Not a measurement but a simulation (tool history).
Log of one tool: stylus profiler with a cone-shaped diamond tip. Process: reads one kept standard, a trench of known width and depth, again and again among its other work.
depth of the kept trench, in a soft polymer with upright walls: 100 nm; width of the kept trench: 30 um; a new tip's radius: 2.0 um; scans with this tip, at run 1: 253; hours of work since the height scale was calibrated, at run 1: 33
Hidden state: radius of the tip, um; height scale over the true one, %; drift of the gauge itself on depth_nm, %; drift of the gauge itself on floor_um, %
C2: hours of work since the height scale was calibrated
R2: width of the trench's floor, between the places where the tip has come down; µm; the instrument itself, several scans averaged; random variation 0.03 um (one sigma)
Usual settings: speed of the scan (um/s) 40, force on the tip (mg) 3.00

Run 1, hour 0.0: usual settings; scans with this tip 253; C2 33. Result: depth of the trench (Å) 1016.7, R2 28.63 µm.
Run 2, hour 22.2: usual settings; scans with this tip 356; C2 46. Result: depth of the trench (Å) 1016.4, R2 28.65 µm.
Run 3, hour 39.1: usual settings; scans with this tip 433; C2 56. Result: depth of the trench (Å) 1016.7, R2 28.62 µm.
Run 4, hour 63.1: usual settings; scans with this tip 544; C2 70. Result: depth of the trench (Å) 1017.3, R2 28.61 µm.
Run 5, hour 88.9: usual settings; scans with this tip 663; C2 86. Result: depth of the trench (Å) 1016.7, R2 28.72 µm.
Run 6, hour 117.2: usual settings; scans with this tip 793; C2 103. Result: depth of the trench (Å) 1016.5, R2 28.58 µm.
Run 7, hour 147.7: usual settings; scans with this tip 934; C2 121. Result: depth of the trench (Å) 1016.2, R2 28.55 µm.
Run 8, hour 174.0: usual settings; scans with this tip 1054; C2 136. Result: depth of the trench (Å) 1016.6, R2 28.63 µm.
Run 9, hour 189.8: usual settings; scans with this tip 1127; C2 146. Result: depth of the trench (Å) 1015.8, R2 28.70 µm.
Run 10, hour 214.1: usual settings; scans with this tip 1239; C2 160. Result: depth of the trench (Å) 1017.0, R2 28.63 µm.
Run 11, hour 235.1: usual settings; scans with this tip 1336; C2 173. Result: depth of the trench (Å) 1016.3, R2 28.67 µm.
Run 12, hour 267.2: usual settings but speed of the scan (um/s) 28; scans with this tip 1484; C2 192. Result: depth of the trench (Å) 1016.2, R2 28.68 µm.
Run 13, hour 304.8: usual settings but speed of the scan (um/s) 71, force on the tip (mg) 5.52; scans with this tip 1657; C2 214. Result: depth of the trench (Å) 1025.1, R2 28.58 µm.
Run 14, hour 331.4: usual settings but speed of the scan (um/s) 71, force on the tip (mg) 5.52; scans with this tip 1779; C2 230. Result: depth of the trench (Å) 1024.6, R2 28.62 µm.
Run 15, hour 351.8: usual settings but speed of the scan (um/s) 48, force on the tip (mg) 7.99; scans with this tip 1873; C2 242. Result: depth of the trench (Å) 1032.0, R2 28.71 µm.
Run 16, hour 372.4: usual settings but speed of the scan (um/s) 68, force on the tip (mg) 4.15; scans with this tip 1968; C2 255. Result: depth of the trench (Å) 1020.5, R2 28.57 µm.
Run 17, hour 394.7: usual settings but speed of the scan (um/s) 64, force on the tip (mg) 5.11; scans with this tip 2071; C2 268. Result: depth of the trench (Å) 1023.2, R2 28.62 µm.
Run 18, hour 421.8: usual settings but speed of the scan (um/s) 19, force on the tip (mg) 7.38; scans with this tip 2196; C2 284. Result: depth of the trench (Å) 1030.7, R2 28.71 µm.
Run 19, hour 451.0: usual settings but speed of the scan (um/s) 124, force on the tip (mg) 7.97; scans with this tip 2330; C2 301. Result: depth of the trench (Å) 1031.2, R2 28.58 µm.
Run 20, hour 474.8: usual settings but speed of the scan (um/s) 124, force on the tip (mg) 5.91; scans with this tip 2440; C2 316. Result: depth of the trench (Å) 1026.1, R2 28.52 µm.

Forecast run 21:
Run 21, hour 490.6: usual settings but speed of the scan (um/s) 124, force on the tip (mg) 5.91; scans with this tip 2513; C2 325. Result: depth of the trench (Å) ?, R2 ?.

depth of the trench (Å): 1025.8
R2: 28.54 µm
Without the tool's hidden state the same run would have given depth of the trench (Å) 1025.8, R2 28.54 µm.

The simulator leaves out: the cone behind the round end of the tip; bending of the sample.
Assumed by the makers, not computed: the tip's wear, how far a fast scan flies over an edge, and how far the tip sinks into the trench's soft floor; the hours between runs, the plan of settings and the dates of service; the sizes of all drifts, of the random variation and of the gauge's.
